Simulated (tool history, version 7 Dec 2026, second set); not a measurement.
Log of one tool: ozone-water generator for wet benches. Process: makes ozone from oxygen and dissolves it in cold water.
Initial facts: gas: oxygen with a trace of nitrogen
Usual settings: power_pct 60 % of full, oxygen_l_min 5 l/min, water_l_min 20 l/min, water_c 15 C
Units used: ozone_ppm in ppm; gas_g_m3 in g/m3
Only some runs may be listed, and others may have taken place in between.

{"run": 1, "hour": 0.0, "power_pct": 60, "oxygen_l_min": 5, "water_l_min": 20, "water_c": 15, "ozone_ppm": 26.6, "gas_g_m3": 248.9}
{"run": 2, "hour": 17.6, "power_pct": 60, "oxygen_l_min": 5, "water_l_min": 20, "water_c": 15, "ozone_ppm": 26.6, "gas_g_m3": 244.9}
{"run": 3, "hour": 45.8, "power_pct": 60, "oxygen_l_min": 5, "water_l_min": 20, "water_c": 15, "ozone_ppm": 26.9, "gas_g_m3": 249.4}
{"run": 4, "hour": 61.4, "power_pct": 60, "oxygen_l_min": 5, "water_l_min": 20, "water_c": 15, "ozone_ppm": 26.7, "gas_g_m3": 248.4}
{"run": 5, "hour": 93.5, "power_pct": 60, "oxygen_l_min": 5, "water_l_min": 30, "water_c": 15, "ozone_ppm": 17.2, "gas_g_m3": 250.2}
{"run": 6, "hour": 120.3, "power_pct": 60, "oxygen_l_min": 5, "water_l_min": 30, "water_c": 15, "ozone_ppm": 17.5, "gas_g_m3": 249.4}
{"run": 7, "hour": 153.0, "power_pct": 60, "oxygen_l_min": 5, "water_l_min": 20, "water_c": 15, "ozone_ppm": 26.6, "gas_g_m3": 246.5}
{"run": 8, "hour": 176.4, "power_pct": 60, "oxygen_l_min": 5, "water_l_min": 20, "water_c": 17, "ozone_ppm": 25.7, "gas_g_m3": 248.7}
{"run": 9, "hour": 201.7, "power_pct": 60, "oxygen_l_min": 5, "water_l_min": 20, "water_c": 17, "ozone_ppm": 25.9, "gas_g_m3": 248.1}
{"run": 10, "hour": 219.8, "power_pct": 60, "oxygen_l_min": 5, "water_l_min": 20, "water_c": 9, "ozone_ppm": 28.9, "gas_g_m3": 245.8}
{"run": 11, "hour": 254.2, "power_pct": 60, "oxygen_l_min": 5, "water_l_min": 20, "water_c": 15, "ozone_ppm": 26.9, "gas_g_m3": 246.9}
{"run": 12, "hour": 276.3, "power_pct": 60, "oxygen_l_min": 5, "water_l_min": 20, "water_c": 15, "ozone_ppm": 26.9, "gas_g_m3": 246.5}
{"run": 13, "hour": 301.9, "power_pct": 60, "oxygen_l_min": 5, "water_l_min": 20, "water_c": 15, "ozone_ppm": 26.9, "gas_g_m3": 245.1}
{"run": 14, "hour": 332.3, "power_pct": 60, "oxygen_l_min": 5, "water_l_min": 20, "water_c": 15, "ozone_ppm": 26.6, "gas_g_m3": 244.8}
{"run": 15, "hour": 355.8, "power_pct": 60, "oxygen_l_min": 5, "water_l_min": 20, "water_c": 15, "ozone_ppm": 26.7, "gas_g_m3": 245.6}
{"run": 16, "hour": 371.2, "power_pct": 60, "oxygen_l_min": 5, "water_l_min": 20, "water_c": 15, "ozone_ppm": 26.9, "gas_g_m3": 244.8}
{"run": 17, "hour": 405.7, "power_pct": 60, "oxygen_l_min": 5, "water_l_min": 20, "water_c": 15, "ozone_ppm": 26.6, "gas_g_m3": 245.2}
{"run": 18, "hour": 441.5, "power_pct": 41, "oxygen_l_min": 4.18, "water_l_min": 25, "water_c": 7, "ozone_ppm": 18.3, "gas_g_m3": 217.5}
{"run": 19, "hour": 456.4, "power_pct": 60, "oxygen_l_min": 6.59, "water_l_min": 13, "water_c": 15, "ozone_ppm": 38.5, "gas_g_m3": 214.4}
{"run": 20, "hour": 476.4, "power_pct": 60, "oxygen_l_min": 5, "water_l_min": 19, "water_c": 15, "ozone_ppm": 28.1, "gas_g_m3": 245.9}
{"run": 21, "hour": 500.0, "power_pct": 91, "oxygen_l_min": 7.33, "water_l_min": 27, "water_c": 7, "ozone_ppm": 28.7, "gas_g_m3": 257.1}
{"run": 22, "hour": 533.6, "power_pct": 91, "oxygen_l_min": 7.33, "water_l_min": 27, "water_c": 7, "ozone_ppm": 28.6, "gas_g_m3": 255.4}
{"run": 23, "hour": 553.9, "power_pct": 91, "oxygen_l_min": 7.33, "water_l_min": 27, "water_c": 7, "ozone_ppm": 28.7, "gas_g_m3": 254.1}
{"run": 24, "hour": 584.6, "power_pct": 53, "oxygen_l_min": 3.58, "water_l_min": 23, "water_c": 8, "ozone_ppm": 21.7, "gas_g_m3": 264.9}
{"run": 25, "hour": 603.2, "power_pct": 53, "oxygen_l_min": 3.58, "water_l_min": 23, "water_c": 8, "ozone_ppm": 21.6, "gas_g_m3": 265}
{"run": 26, "hour": 629.9, "power_pct": 53, "oxygen_l_min": 3.58, "water_l_min": 23, "water_c": 8, "ozone_ppm": 21.9, "gas_g_m3": 263.6}
{"run": 27, "hour": 648.1, "power_pct": 53, "oxygen_l_min": 3.58, "water_l_min": 23, "water_c": 8, "ozone_ppm": 21.9, "gas_g_m3": 264.1}
{"run": 28, "hour": 673.8, "power_pct": 44, "oxygen_l_min": 5, "water_l_min": 24, "water_c": 15, "ozone_ppm": 18.9, "gas_g_m3": 205.7}
{"run": 29, "hour": 694.9, "power_pct": 58, "oxygen_l_min": 5, "water_l_min": 19, "water_c": 15, "ozone_ppm": 27.8, "gas_g_m3": 247.4}
{"run": 30, "hour": 717.6, "power_pct": 42, "oxygen_l_min": 5, "water_l_min": 23, "water_c": 15, "ozone_ppm": 19.2, "gas_g_m3": 204.4}
{"run": 31, "hour": 733.2, "power_pct": 42, "oxygen_l_min": 5, "water_l_min": 23, "water_c": 15, "ozone_ppm": 19.4, "gas_g_m3": 204.7}
{"run": 32, "hour": 752.3, "power_pct": 60, "oxygen_l_min": 4.35, "water_l_min": 20, "water_c": 15, "ozone_ppm": 26, "gas_g_m3": 263.5}
{"run": 33, "hour": 787.7, "power_pct": 54, "oxygen_l_min": 7.34, "water_l_min": 30, "water_c": 17, "ozone_ppm": 16.8, "gas_g_m3": 196}

Between the runs listed above, the log contained 1 entry, not reproduced here. Where in the sequence does each belong, and how does what the log doesn't record of the tool's condition differ from the listed run before to the listed run after?
From run 28 to run 29: gauge calibrated (hour 685.8)
  drift of the gauge itself on gas_g_m3, %: -2.72 -> -0.04
  measured minus no-state result, gas_g_m3: -5.8 -> -0.2 g/m3

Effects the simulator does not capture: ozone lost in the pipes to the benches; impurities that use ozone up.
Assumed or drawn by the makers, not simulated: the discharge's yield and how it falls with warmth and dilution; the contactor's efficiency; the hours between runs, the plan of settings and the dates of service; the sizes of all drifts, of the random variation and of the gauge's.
